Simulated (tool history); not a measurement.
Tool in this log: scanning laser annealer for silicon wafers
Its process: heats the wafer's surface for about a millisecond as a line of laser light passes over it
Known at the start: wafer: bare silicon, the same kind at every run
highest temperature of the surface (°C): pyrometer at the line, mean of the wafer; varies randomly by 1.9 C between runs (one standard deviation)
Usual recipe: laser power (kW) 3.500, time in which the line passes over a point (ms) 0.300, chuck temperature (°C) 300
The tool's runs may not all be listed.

run,hour,laser power (kW),time in which the line passes over a point (ms),chuck temperature (°C),highest temperature of the surface (°C)
1,0.0,3.500,0.300,300,1059
2,56.6,3.500,0.300,300,1048
3,152.4,3.500,0.300,300,1040
4,246.5,3.500,0.300,300,1030
5,292.3,3.500,0.300,300,1027
# hour 315.9: window over the wafer cleaned
6,347.8,3.500,0.310,300,1085
7,394.8,3.500,0.300,300,1067
8,469.1,3.500,0.300,300,1060
# hour 525.1: optics aligned, line set to its width
9,531.5,3.500,0.248,300,1009
10,613.5,3.500,0.248,297,1000
11,686.9,3.500,0.248,297,993
12,743.2,3.302,0.300,300,997
13,834.8,3.634,0.310,300,1093
# hour 861.8: window over the wafer cleaned
14,897.8,3.750,0.292,308,1155
15,950.2,3.500,0.292,318,1091
16,1026.7,3.500,0.300,330,1101
17,1110.7,3.500,0.215,339,989
18,1195.2,3.527,0.318,264,1044
19,1248.7,3.500,0.300,293,1041
20,1300.1,3.500,0.300,293,1035
21,1374.8,3.314,0.256,328,961
# hour 1402.7: window over the wafer cleaned
22,1419.5,3.314,0.256,328,999

Here are 3 independent what-if runs from the current tool condition. What would each one return?
A,1499.4,3.206,0.256,314,?
B,1499.4,3.619,0.353,266,?
C,1499.4,3.454,0.300,300,?

run,highest temperature of the surface (°C)
A,949
B,1134
C,1054
Take away the tool's hidden state, keep each run's random variation, and the runs would have read:
run,highest temperature of the surface (°C)
A,997
B,1199
C,1112
